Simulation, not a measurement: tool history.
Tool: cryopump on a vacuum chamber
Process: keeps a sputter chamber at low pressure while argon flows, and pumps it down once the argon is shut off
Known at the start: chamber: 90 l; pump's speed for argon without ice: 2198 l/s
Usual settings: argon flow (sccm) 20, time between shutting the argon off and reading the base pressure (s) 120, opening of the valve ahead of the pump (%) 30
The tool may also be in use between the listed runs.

run   hour  argon flow (sccm)  time between shutting the argon off and reading the base pressure (s)  opening of the valve ahead of the pump (%)  pressure while argon flows (Pa)  pressure after the wait (uPa)
  1      0                 20                                                                    120                                          30                           0.0524                           1.45
  2   14.3                 20                                                                    120                                          28                           0.0576                           1.46
  3   30.6                 20                                                                    120                                          28                           0.0576                           1.49
  4   51.4                 20                                                                    120                                          28                           0.0586                           1.45
  5   67.6                 20                                                                    120                                          28                           0.0581                           1.49
  6   80.8                 20                                                                    120                                          28                           0.0575                           1.48
  7   94.8                 20                                                                    120                                          28                            0.058                           1.53
  8    118                 25                                                                    120                                          30                           0.0678                           1.53
  9  141.7                 25                                                                    120                                          30                           0.0674                           1.48
 10  158.9                 25                                                                    120                                          30                           0.0681                            1.5
 11  181.4                 20                                                                    120                                          30                           0.0548                           1.56
 12  198.7                 20                                                                    120                                          30                           0.0548                           1.54
 13    210                 20                                                                    120                                          30                           0.0561                           1.52
 14  230.9                 20                                                                    120                                          30                           0.0551                           1.59
 15  246.5                 20                                                                    120                                          30                           0.0556                           1.65
 16  263.5                 20                                                                    120                                          30                           0.0555                           1.57
 17  277.5                 28                                                                    140                                          52                           0.0473                           1.56
 18  289.8                 39                                                                     42                                          51                           0.0659                           2.62
 19  305.7                 23                                                                    221                                          59                            0.035                           1.38
 20  329.1                 23                                                                    221                                          59                           0.0352                           1.37
 21  342.9                 23                                                                     23                                          59                           0.0353                           3.77
 22  364.1                 23                                                                     23                                          59                           0.0345                           3.69
     376.4  -- pump warmed up, emptied and cooled again
 23    384                 27                                                                    296                                          48                           0.0431                           1.09
 24  396.7                 20                                                                    160                                          24                           0.0652                           1.25
 25  414.9                 17                                                                    120                                          30                           0.0439                           1.44
 26  425.1                 17                                                                    120                                          30                           0.0437                           1.39
 27  442.5                 17                                                                    120                                          30                           0.0429                           1.42
 28  461.8                 17                                                                    120                                          30                           0.0441                           1.47
 29  474.4                 17                                                                    120                                          58                           0.0223                           1.45
 30    493                 17                                                                    120                                          58                           0.0229                           1.46
 31    512                 17                                                                    120                                          58                           0.0227                           1.44
 32  524.7                  9                                                                     45                                          42                           0.0174                           2.27

The same runs without the tool's hidden state, with the same run-to-run variation:
The hidden state here: pump's speed, % of a pump's without ice; cold plate's temperature, K; leak into the chamber, uPa l/s; drift of the gauge itself on working_pa, %; drift of the gauge itself on base_upa, %.
run  pressure while argon flows (Pa)  pressure after the wait (uPa)
  1                             0.05                           0.65
  2                           0.0551                           0.65
  3                            0.055                           0.66
  4                           0.0559                           0.63
  5                           0.0553                           0.64
  6                           0.0546                           0.64
  7                           0.0551                           0.67
  8                            0.064                           0.65
  9                           0.0633                           0.61
 10                            0.064                           0.63
 11                           0.0513                           0.65
 12                           0.0513                           0.64
 13                           0.0524                           0.62
 14                           0.0513                           0.65
 15                           0.0517                           0.69
 16                           0.0514                           0.64
 17                           0.0415                           0.58
 18                           0.0578                           1.64
 19                           0.0301                           0.42
 20                           0.0301                           0.38
 21                           0.0301                           2.79
 22                           0.0291                           2.72
 23                           0.0428                           0.34
 24                           0.0649                            0.5
 25                           0.0436                           0.65
 26                           0.0434                           0.65
 27                           0.0425                           0.64
 28                           0.0436                           0.68
 29                           0.0218                           0.66
 30                           0.0223                           0.65
 31                            0.022                           0.63
 32                            0.017                           1.46
